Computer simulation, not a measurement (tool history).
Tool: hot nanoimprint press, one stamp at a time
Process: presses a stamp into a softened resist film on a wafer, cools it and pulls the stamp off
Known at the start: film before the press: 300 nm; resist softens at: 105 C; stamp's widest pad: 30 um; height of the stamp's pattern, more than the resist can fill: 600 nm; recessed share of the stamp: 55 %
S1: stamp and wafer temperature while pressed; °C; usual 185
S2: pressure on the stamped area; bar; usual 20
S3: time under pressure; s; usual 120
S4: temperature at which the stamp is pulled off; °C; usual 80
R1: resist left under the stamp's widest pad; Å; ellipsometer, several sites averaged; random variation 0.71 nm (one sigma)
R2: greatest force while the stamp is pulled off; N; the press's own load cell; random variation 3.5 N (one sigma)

run,day,S1,S2,S3,S4,R1,R2
1,0,185,20,120,80,1527,165
2,0.946,185,20,120,80,1539,165
3,2.158,185,20,120,80,1546,166
4,3.417,185,20,120,80,1528,168
5,4.125,185,20,120,80,1546,168
6,5.504,185,20,120,80,1536,166
7,6.946,185,18.2,120,80,1630,163
8,8.167,185,18.2,120,80,1630,166
# day 8.892: plate thermocouple calibrated
9,8.975,185,18.2,120,80,1631,164
10,10.483,189,20,120,80,1331,165
11,11.138,185,20,120,80,1568,171
12,11.883,185,20,120,80,1575,168
13,13.183,185,20,120,80,1583,171
# day 13.292: gauge calibrated
14,14.688,185,20,120,80,1545,164
15,15.333,185,20,120,88,1531,136
16,16.508,185,20,135,85,1479,143
# day 18.121: stamp cleaned and given a new release coat
17,18.138,185,18.8,135,76,1520,180
18,19.346,185,20,212,76,1262,178
19,20.179,197,19.8,212,66,749,215
20,21.338,195,28.1,120,80,857,166
21,22.583,195,28.1,120,80,865,165
22,23.771,185,20,120,87,1565,142
23,24.508,185,20,120,87,1561,137
24,25.408,186,25.9,120,87,1336,135
25,26.146,180,23.4,114,67,1830,217
26,27.012,185,20,69,72,1890,195
27,27.862,179,20,96,69,2130,207
# day 29: plate thermocouple calibrated
28,29.367,185,19.4,120,80,1604,164
29,30.021,194,15.2,120,80,1251,167
30,31,188,21.4,120,87,1361,144

4 ways to go on from here, each from the tool as it stands after run 30. What would each give?
A,31.658,189,20,120,65,?,?
B,31.658,188,16.5,120,87,?,?
C,31.658,175,21.4,138,66,?,?
D,31.658,188,21.4,67,74,?,?

run,R1,R2
A,1350,217
B,1537,145
C,2175,217
D,1671,191
Without the tool's hidden state the same runs would have given:
run,R1,R2
A,1298,216
B,1477,144
C,2091,215
D,1606,190
